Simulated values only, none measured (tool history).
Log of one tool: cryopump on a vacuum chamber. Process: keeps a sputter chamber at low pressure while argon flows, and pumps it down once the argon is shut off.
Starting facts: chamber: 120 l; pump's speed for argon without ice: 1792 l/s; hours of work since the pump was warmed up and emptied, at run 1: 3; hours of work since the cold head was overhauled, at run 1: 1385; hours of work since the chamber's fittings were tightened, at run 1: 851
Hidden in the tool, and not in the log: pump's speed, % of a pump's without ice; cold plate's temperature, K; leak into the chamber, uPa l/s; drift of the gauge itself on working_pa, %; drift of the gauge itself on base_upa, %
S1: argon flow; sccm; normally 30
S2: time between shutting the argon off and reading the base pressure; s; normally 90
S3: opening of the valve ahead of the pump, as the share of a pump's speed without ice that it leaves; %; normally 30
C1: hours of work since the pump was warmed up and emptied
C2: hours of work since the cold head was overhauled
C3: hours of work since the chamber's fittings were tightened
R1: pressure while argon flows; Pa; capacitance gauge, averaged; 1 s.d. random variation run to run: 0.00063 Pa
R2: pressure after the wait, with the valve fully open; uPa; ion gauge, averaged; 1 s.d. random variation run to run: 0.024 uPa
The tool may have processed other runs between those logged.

Run 1, day 0.000: usual settings; C1 3; C2 1385; C3 851. Result: R1 0.0951 Pa, R2 1.23 uPa.
Run 2, day 1.175: usual settings; C1 26; C2 1408; C3 874. Result: R1 0.0937 Pa, R2 1.29 uPa.
Run 3, day 3.117: usual settings but S3 58 %; C1 63; C2 1446; C3 912. Result: R1 0.0501 Pa, R2 1.28 uPa.
Run 4, day 4.888: usual settings but S3 58 %; C1 98; C2 1480; C3 946. Result: R1 0.0501 Pa, R2 1.30 uPa.
Run 5, day 6.104: usual settings but S3 58 %; C1 122; C2 1504; C3 970. Result: R1 0.0504 Pa, R2 1.32 uPa.
Run 6, day 7.746: usual settings but S3 58 %; C1 153; C2 1536; C3 1002. Result: R1 0.0515 Pa, R2 1.34 uPa.

Run 7 comes next. What will it give?
Run 7, day 9.679: usual settings but S1 23 sccm, S2 103 s, S3 58 %; C1 191; C2 1573; C3 1039. Result: R1 ?, R2 ?.

{"run 7": {"R1": 0.0397, "R2": 1.27}}
With no hidden state in the tool, this same run would have given R1 0.0373 Pa, R2 0.76 uPa.
